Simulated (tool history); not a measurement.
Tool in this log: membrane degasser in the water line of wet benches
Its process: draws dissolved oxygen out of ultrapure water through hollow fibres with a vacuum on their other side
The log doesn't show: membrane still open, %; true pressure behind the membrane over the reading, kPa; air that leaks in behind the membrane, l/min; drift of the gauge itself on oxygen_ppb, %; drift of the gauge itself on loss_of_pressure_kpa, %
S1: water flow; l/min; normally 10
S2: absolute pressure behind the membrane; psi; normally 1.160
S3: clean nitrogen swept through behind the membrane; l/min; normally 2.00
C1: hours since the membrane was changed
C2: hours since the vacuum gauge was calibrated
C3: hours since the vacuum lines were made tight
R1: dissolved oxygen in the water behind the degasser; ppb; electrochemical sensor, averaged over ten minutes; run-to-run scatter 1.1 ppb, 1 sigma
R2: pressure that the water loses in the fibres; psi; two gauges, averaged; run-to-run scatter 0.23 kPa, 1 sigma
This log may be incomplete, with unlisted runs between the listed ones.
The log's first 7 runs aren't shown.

run 8 hour=990.5 | S1=10 S2=1.160 S3=2.00 | C1=5662 C2=339 C3=12708 | R1=123.1 R2=8.797
run 9 hour=1082.0 | S1=10 S2=1.160 S3=2.00 | C1=5753 C2=430 C3=12799 | R1=120.4 R2=8.801
run 10 hour=1193.5 | S1=10 S2=1.160 S3=1.65 | C1=5865 C2=542 C3=12911 | R1=135.4 R2=8.782
run 11 hour=1342.1 | S1=10 S2=1.160 S3=1.65 | C1=6013 C2=690 C3=13059 | R1=133.7 R2=8.737
run 12 hour=1518.8 | S1=10 S2=1.160 S3=1.65 | C1=6190 C2=867 C3=13236 | R1=134.3 R2=8.798
run 13 hour=1669.4 | S1=10 S2=1.160 S3=1.65 | C1=6340 C2=1018 C3=13386 | R1=136.6 R2=8.797
run 14 hour=1864.2 | S1=10 S2=0.898 S3=2.00 | C1=6535 C2=1212 C3=13581 | R1=100.4 R2=8.820
run 15 hour=2041.8 | S1=10 S2=0.898 S3=2.00 | C1=6713 C2=1390 C3=13759 | R1=101.8 R2=8.852
run 16 hour=2155.0 | S1=9 S2=1.160 S3=2.00 | C1=6826 C2=1503 C3=13872 | R1=104.8 R2=7.925
-- hour=2259.5 seals of the vacuum lines changed
run 17 hour=2267.0 | S1=15 S2=2.428 S3=3.12 | C1=6936 C2=1613 C3=7 | R1=311.9 R2=13.182
run 18 hour=2380.7 | S1=15 S2=1.114 S3=2.70 | C1=7050 C2=1727 C3=121 | R1=224.8 R2=13.188
run 19 hour=2469.6 | S1=6 S2=2.487 S3=2.00 | C1=7139 C2=1816 C3=210 | R1=118.6 R2=5.303
run 20 hour=2561.8 | S1=8 S2=2.487 S3=2.00 | C1=7231 C2=1908 C3=302 | R1=170.1 R2=7.055
run 21 hour=2736.7 | S1=8 S2=2.487 S3=2.00 | C1=7406 C2=2083 C3=477 | R1=171.8 R2=7.078
run 22 hour=2881.6 | S1=10 S2=1.160 S3=1.97 | C1=7551 C2=2228 C3=622 | R1=123.9 R2=8.843
run 23 hour=3049.1 | S1=10 S2=0.885 S3=0.81 | C1=7718 C2=2395 C3=790 | R1=151.0 R2=8.786
run 24 hour=3182.6 | S1=10 S2=1.160 S3=0.94 | C1=7852 C2=2529 C3=923 | R1=181.7 R2=8.907
run 25 hour=3288.7 | S1=10 S2=1.160 S3=3.91 | C1=7958 C2=2635 C3=1029 | R1=96.8 R2=8.865
run 26 hour=3413.2 | S1=10 S2=0.708 S3=3.91 | C1=8082 C2=2759 C3=1154 | R1=75.8 R2=8.871
run 27 hour=3504.3 | S1=10 S2=1.184 S3=2.00 | C1=8173 C2=2851 C3=1245 | R1=125.3 R2=8.871
run 28 hour=3677.2 | S1=10 S2=1.603 S3=1.88 | C1=8346 C2=3023 C3=1418 | R1=165.6 R2=8.917
run 29 hour=3860.5 | S1=14 S2=2.496 S3=0.86 | C1=8530 C2=3207 C3=1601 | R1=627.7 R2=12.408
run 30 hour=4050.8 | S1=14 S2=2.496 S3=0.86 | C1=8720 C2=3397 C3=1791 | R1=629.5 R2=12.553
run 31 hour=4233.0 | S1=11 S2=1.539 S3=3.22 | C1=8902 C2=3579 C3=1973 | R1=148.9 R2=9.771
run 32 hour=4338.3 | S1=16 S2=1.420 S3=1.06 | C1=9007 C2=3684 C3=2079 | R1=419.3 R2=14.301

Below are 4 alternative next runs, each starting from the tool's condition after run 32. Predict each:
run A hour=4470.1 | S1=10 S2=2.682 S3=2.15 | C1=9139 C2=3816 C3=2211 | R1=? R2=?
run B hour=4470.1 | S1=9 S2=0.838 S3=4.03 | C1=9139 C2=3816 C3=2211 | R1=? R2=?
run C hour=4470.1 | S1=11 S2=1.449 S3=5.30 | C1=9139 C2=3816 C3=2211 | R1=? R2=?
run D hour=4470.1 | S1=12 S2=1.562 S3=5.66 | C1=9139 C2=3816 C3=2211 | R1=? R2=?

run=A R1=239.4 R2=8.936
run=B R1=65.4 R2=8.045
run=C R1=122.9 R2=9.850
run=D R1=148.1 R2=10.623
Without the tool's hidden state the same runs would have given:
run=A R1=219.7 R2=8.424
run=B R1=50.9 R2=7.585
run=C R1=100.9 R2=9.285
run=D R1=122.1 R2=10.012

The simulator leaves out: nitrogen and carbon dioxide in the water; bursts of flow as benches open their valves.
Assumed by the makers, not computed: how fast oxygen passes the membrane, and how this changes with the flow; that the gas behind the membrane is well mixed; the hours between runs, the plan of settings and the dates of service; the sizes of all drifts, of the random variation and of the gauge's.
